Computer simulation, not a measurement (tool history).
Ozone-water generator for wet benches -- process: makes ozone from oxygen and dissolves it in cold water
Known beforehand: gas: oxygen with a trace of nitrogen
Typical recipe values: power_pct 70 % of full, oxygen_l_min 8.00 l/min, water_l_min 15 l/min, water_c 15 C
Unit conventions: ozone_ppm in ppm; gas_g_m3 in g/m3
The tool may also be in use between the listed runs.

{"run": 1, "day": 0.0, "power_pct": 70, "oxygen_l_min": 8.0, "water_l_min": 15, "water_c": 15, "ozone_ppm": 34.0, "gas_g_m3": 228.3}
{"run": 2, "day": 9.183, "power_pct": 70, "oxygen_l_min": 8.0, "water_l_min": 15, "water_c": 15, "ozone_ppm": 34.2, "gas_g_m3": 228.4}
{"run": 3, "day": 18.175, "power_pct": 70, "oxygen_l_min": 8.0, "water_l_min": 15, "water_c": 15, "ozone_ppm": 34.3, "gas_g_m3": 227.4}
{"run": 4, "day": 27.538, "power_pct": 70, "oxygen_l_min": 10.08, "water_l_min": 15, "water_c": 15, "ozone_ppm": 33.6, "gas_g_m3": 204.8}
{"run": 5, "day": 33.721, "power_pct": 70, "oxygen_l_min": 8.56, "water_l_min": 15, "water_c": 15, "ozone_ppm": 33.7, "gas_g_m3": 217.8}
{"run": 6, "day": 38.6, "power_pct": 70, "oxygen_l_min": 8.56, "water_l_min": 15, "water_c": 15, "ozone_ppm": 34.4, "gas_g_m3": 219.6}
{"run": 7, "day": 47.858, "power_pct": 70, "oxygen_l_min": 8.0, "water_l_min": 15, "water_c": 15, "ozone_ppm": 34.0, "gas_g_m3": 224.0}
{"run": 8, "day": 53.942, "power_pct": 70, "oxygen_l_min": 8.0, "water_l_min": 15, "water_c": 15, "ozone_ppm": 34.1, "gas_g_m3": 222.9}
{"run": 9, "day": 58.608, "power_pct": 70, "oxygen_l_min": 10.47, "water_l_min": 15, "water_c": 15, "ozone_ppm": 34.0, "gas_g_m3": 201.5}
{"run": 10, "day": 63.212, "power_pct": 70, "oxygen_l_min": 10.47, "water_l_min": 15, "water_c": 15, "ozone_ppm": 34.0, "gas_g_m3": 199.3}
{"run": 11, "day": 69.867, "power_pct": 70, "oxygen_l_min": 11.26, "water_l_min": 12, "water_c": 15, "ozone_ppm": 38.0, "gas_g_m3": 194.1}
{"run": 12, "day": 77.325, "power_pct": 70, "oxygen_l_min": 11.14, "water_l_min": 14, "water_c": 14, "ozone_ppm": 36.5, "gas_g_m3": 195.6}
{"run": 13, "day": 82.217, "power_pct": 67, "oxygen_l_min": 8.0, "water_l_min": 15, "water_c": 8, "ozone_ppm": 37.7, "gas_g_m3": 213.7}

How would selected steps in gas_g_m3 from run to run divide? Give the signed amount a tool lacking its hidden state would still show from settings, what came in and random variation, and the signed amount left for the hidden state, including any gauge scatter that is not in both of the compared results.
Unlogged tool condition in this case: yield of the discharge, % of new electrodes'; contactor's efficiency, % of a clean one's; true water temperature over the reading, C; drift of the gauge itself on ozone_ppm, %; drift of the gauge itself on gas_g_m3, %.
Run 3 -> 4: oxygen_l_min 8.00 -> 10.08. gas_g_m3 -22.6 g/m3: hidden state -0.5, all else -22.1.
Run 12 -> 13: power_pct 70 -> 67, oxygen_l_min 11.14 -> 8.00, water_l_min 14 -> 15, water_c 14 -> 8. gas_g_m3 +18.1 g/m3: hidden state -0.7, all else +18.8.

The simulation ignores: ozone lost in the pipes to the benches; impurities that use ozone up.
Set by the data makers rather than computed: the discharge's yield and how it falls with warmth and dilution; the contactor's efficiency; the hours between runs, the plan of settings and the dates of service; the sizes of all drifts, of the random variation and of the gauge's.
